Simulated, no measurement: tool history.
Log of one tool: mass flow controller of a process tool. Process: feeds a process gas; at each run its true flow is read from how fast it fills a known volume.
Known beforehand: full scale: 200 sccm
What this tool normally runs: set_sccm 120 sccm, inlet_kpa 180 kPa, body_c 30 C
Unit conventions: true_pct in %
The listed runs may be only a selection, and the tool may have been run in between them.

run	hour	set_sccm	inlet_kpa	body_c	true_pct
1	0	120	180	30	99.47
2	171.9	120	180	30	99.49
3	308.3	120	180	30	99.49
4	404.9	120	180	30	99.5
5	599.7	120	180	30	99.46
6	704.3	120	180	30	99.48
7	899.1	120	209	30	99.48
8	999.2	120	209	30	99.45
9	1157.8	120	209	30	99.47
10	1322.7	120	209	30	99.48
11	1431.7	120	209	20	98.8
12	1592.6	120	209	20	98.83
13	1773.5	120	209	20	98.84
14	1949.2	120	209	20	98.95
15	2097.7	120	209	20	98.93
16	2271	120	209	20	98.97
17	2418.8	120	180	30	99.71
18	2558.4	44	190	30	99.86
19	2744.8	29	190	30	101.04
20	2929.9	27	155	24	101.05
21	3076.3	147	204	20	99.28
22	3174.8	96	216	29	99.45
23	3302.9	65	250	21	98.96
24	3439.4	63	250	23	99.11
25	3629	63	250	23	99.18
26	3804.4	68	274	23	99.19
27	3975.3	30	259	24	101.1
28	4144.6	120	244	21	99.14
29	4291.5	48	208	27	100.14
30	4430.1	48	276	40	100.83
31	4586.9	29	153	30	102.23
32	4748.9	104	143	30	99.97
33	4871.7	128	141	34	100.45

Forecast each of these 5 alternatives for the next run:
A	5004	72	189	22	?
B	5004	128	228	34	?
C	5004	170	172	20	?
D	5004	89	142	21	?
E	5004	65	275	26	?

run	true_pct
A	99.53
B	100.22
C	99.69
D	99.41
E	99.67
Without the tool's hidden state the same runs would have given:
run	true_pct
A	97.77
B	99.37
C	99.12
D	98.05
E	97.68
